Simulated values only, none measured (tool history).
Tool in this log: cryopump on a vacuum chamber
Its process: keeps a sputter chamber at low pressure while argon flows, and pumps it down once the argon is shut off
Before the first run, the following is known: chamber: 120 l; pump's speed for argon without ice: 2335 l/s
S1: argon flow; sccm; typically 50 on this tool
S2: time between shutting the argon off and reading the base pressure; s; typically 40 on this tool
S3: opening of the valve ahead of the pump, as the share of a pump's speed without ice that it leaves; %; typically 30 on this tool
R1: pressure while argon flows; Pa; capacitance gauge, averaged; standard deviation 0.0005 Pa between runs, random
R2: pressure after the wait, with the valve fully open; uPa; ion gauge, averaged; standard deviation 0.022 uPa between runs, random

run,day,S1,S2,S3,R1,R2
1,0,50,40,30,0.1245,0.66
2,4,50,40,30,0.1247,0.67
3,8.733,50,40,30,0.1248,0.66
4,12.492,50,40,30,0.1249,0.67
5,15.108,50,158,30,0.1258,0.36
6,17.133,50,40,30,0.1259,0.75
7,19.462,50,40,30,0.1244,0.76
8,21.867,50,40,30,0.126,0.76
9,24.879,50,40,30,0.1244,0.73
10,28.525,50,40,30,0.1253,0.7
11,33.208,50,40,30,0.1255,0.71
12,37.204,50,40,30,0.1271,0.73
13,40.854,50,40,30,0.1273,0.76
14,45.496,92,148,21,0.3284,0.42
15,47.942,26,148,49,0.0427,0.46
16,52.517,63,24,25,0.1922,1.11
17,57.096,63,24,25,0.192,1.12

Estimate the outcome of run 18 from the log above:
18,59.642,36,43,30,?,?

R1: 0.0926 Pa
R2: 0.75 uPa
On a tool with no hidden condition, and with the same random variation, this run would have come out at R1 0.0873 Pa, R2 0.54 uPa.

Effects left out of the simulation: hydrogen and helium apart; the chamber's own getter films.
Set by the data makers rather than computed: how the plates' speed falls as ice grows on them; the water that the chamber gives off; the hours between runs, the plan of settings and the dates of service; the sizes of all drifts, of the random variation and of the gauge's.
